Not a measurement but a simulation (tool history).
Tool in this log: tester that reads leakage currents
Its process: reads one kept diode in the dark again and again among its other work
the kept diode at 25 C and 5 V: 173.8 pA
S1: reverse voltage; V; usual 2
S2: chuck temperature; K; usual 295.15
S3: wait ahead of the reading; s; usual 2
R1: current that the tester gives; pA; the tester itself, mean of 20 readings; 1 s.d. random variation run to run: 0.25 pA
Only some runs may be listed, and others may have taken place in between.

Run 1, day 0: usual settings. Result: R1 89.62 pA.
Run 2, day 1.517: usual settings. Result: R1 90.27 pA.
Run 3, day 4.167: usual settings. Result: R1 90.05 pA.
Run 4, day 6.817: usual settings. Result: R1 90.65 pA.
Run 5, day 8.996: usual settings. Result: R1 91.02 pA.
Run 6, day 11.525: usual settings but S3 5.91 s. Result: R1 91.31 pA.
Run 7, day 13.525: usual settings but S1 1.7 V, S2 314.15 K, S3 0.95 s. Result: R1 423.36 pA.
Run 8, day 15.158: usual settings but S2 309.15 K, S3 2.14 s. Result: R1 308.43 pA.
Run 9, day 16.662: usual settings but S1 15.68 V, S3 4.29 s. Result: R1 274.62 pA.
Run 10, day 18.683: usual settings but S2 309.15 K, S3 5.89 s. Result: R1 308.63 pA.
Run 11, day 21.262: usual settings but S1 13.1 V, S2 315.15 K, S3 5.89 s. Result: R1 1358.52 pA.
Run 12, day 24.171: usual settings but S1 13.1 V, S2 315.15 K, S3 5.89 s. Result: R1 1375.35 pA.

Some steps in R1, run to run, broken into two amounts with sign: the step expected even without the hidden condition (settings, incoming material, random variation), and the rest, left for the hidden condition together with whatever gauge scatter is not in both the measured and the hidden-condition-free result:
The tool's hidden condition here consists of: stray current of the dirty probe card, pA a volt; current scale over the true one, %; true chuck temperature over the reading, C; drift of the gauge itself on leakage_pa, %.
Run 10 -> 11: S1 2 -> 13.1, S2 309.15 -> 315.15. R1 +1049.89 pA: hidden state +107.35, all else +942.54.
